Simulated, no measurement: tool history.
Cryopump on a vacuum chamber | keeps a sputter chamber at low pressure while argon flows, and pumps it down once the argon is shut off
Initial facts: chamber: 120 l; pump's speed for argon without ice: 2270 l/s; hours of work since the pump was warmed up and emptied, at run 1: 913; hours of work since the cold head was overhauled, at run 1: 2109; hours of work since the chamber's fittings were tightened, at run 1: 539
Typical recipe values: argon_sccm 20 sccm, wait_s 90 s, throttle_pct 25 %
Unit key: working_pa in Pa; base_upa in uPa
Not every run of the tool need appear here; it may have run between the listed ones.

run   hour  argon_sccm  wait_s  throttle_pct  hours of work since the pump was warmed up and emptied  hours of work since the cold head was overhauled  hours of work since the chamber's fittings were tightened  working_pa  base_upa
  1      0          20      90            25                                                     913                                              2109                                                        539      0.0659      1.03
  2   77.8          11      90            25                                                     960                                              2157                                                        586      0.0366      1.05
  3  132.8          11      90            25                                                     993                                              2190                                                        619      0.0365      1.08
  4  235.1          11      90            36                                                    1055                                              2252                                                        681      0.0265      1.21
  5  316.3          20      90            25                                                    1104                                              2301                                                        730      0.0675      1.19
  6  377.9          20      90            25                                                    1142                                              2339                                                        768      0.0679      1.21
  7  437.4          20      90            55                                                    1178                                              2375                                                        804      0.0356      1.24
     452.9  -- pump warmed up, emptied and cooled again
  8  541.6          17      90            20                                                      54                                              2435                                                        864      0.0641      1.04
  9  607.1          40      75            42                                                      94                                              2474                                                        904      0.0724      1.14
 10  683.9          40      75            42                                                     140                                              2521                                                        950      0.0739      1.23
 11  768.7          13      90            25                                                     191                                              2572                                                       1002      0.0398      1.01
 12  827.6          20      24            25                                                     227                                              2608                                                       1037      0.0621      2.65
 13  911.4          20      24            25                                                     278                                              2659                                                       1088      0.0616      2.62
 14  993.2          32     207            17                                                     328                                              2709                                                       1138      0.1447      0.86

Take each entry between the runs: how does the hidden state at the last listed run before it differ from the hidden state at the first listed run after it?
Between runs 7 and 8: pump warmed up, emptied and cooled again (hour 452.9)
  pump's speed, % of a pump's without ice: 65.1 -> 97.4; cold plate's temperature, K: 13.19 -> 13.22; leak into the chamber, uPa l/s: 939 -> 979
  measured value less the no-hidden-state value, working_pa: +0.0085 -> +0.0006 Pa; base_upa: +0.52 -> +0.32 uPa
